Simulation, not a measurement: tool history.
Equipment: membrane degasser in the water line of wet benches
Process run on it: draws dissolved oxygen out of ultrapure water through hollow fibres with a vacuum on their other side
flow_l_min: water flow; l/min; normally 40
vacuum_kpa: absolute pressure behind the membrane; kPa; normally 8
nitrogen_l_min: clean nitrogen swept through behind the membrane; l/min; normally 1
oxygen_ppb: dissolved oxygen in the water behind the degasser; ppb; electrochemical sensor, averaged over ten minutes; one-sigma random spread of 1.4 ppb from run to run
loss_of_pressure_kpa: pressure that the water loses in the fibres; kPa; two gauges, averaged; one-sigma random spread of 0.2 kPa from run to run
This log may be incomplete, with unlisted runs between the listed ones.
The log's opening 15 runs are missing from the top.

run	day	flow_l_min	vacuum_kpa	nitrogen_l_min	oxygen_ppb	loss_of_pressure_kpa
16	41.012	40	19.92	1	1192.3	46.51
17	43.583	41	7.89	1	380.3	47.82
18	46.075	41	7.89	1	378.4	47.88
19	47.675	41	7.89	1	380.6	47.89
# day 50.575: seals of the vacuum lines changed
20	50.575	62	8.22	2.07	324.9	72.09
21	52.45	46	9.64	0.67	741.1	54.07
22	55.9	46	9.64	0.67	738.3	53.65
23	59.671	46	9.64	0.67	741	53.66
24	61.658	46	9.64	0.67	744.4	53.6
25	63.779	40	5.55	0.91	209.5	46.62
26	66.658	40	5.55	0.91	210.4	46.49
27	70.346	40	12.33	1.32	557.9	46.59
28	72.3	40	12.33	1.32	556.1	46.78
29	75.688	25	8	0.87	291.4	29.27
30	78.654	59	8.9	1	604.2	68.82
31	82.029	40	4.99	0.56	234.2	46.82
32	83.604	40	4.99	0.56	232	46.88

What if the next run were any one of these 4? Each begins from the tool's condition after run 32:
A	87.404	44	13.97	0.89	?	?
B	87.404	40	11.63	0.44	?	?
C	87.404	40	8	1.43	?	?
D	87.404	53	7.2	0.56	?	?

run	oxygen_ppb	loss_of_pressure_kpa
A	942.7	51.35
B	1126.1	46.43
C	289	47.06
D	590.5	61.99
With no hidden state in the tool, these same runs would have given:
run	oxygen_ppb	loss_of_pressure_kpa
A	934.3	50.72
B	1114.4	45.85
C	282.7	46.48
D	576.3	61.22
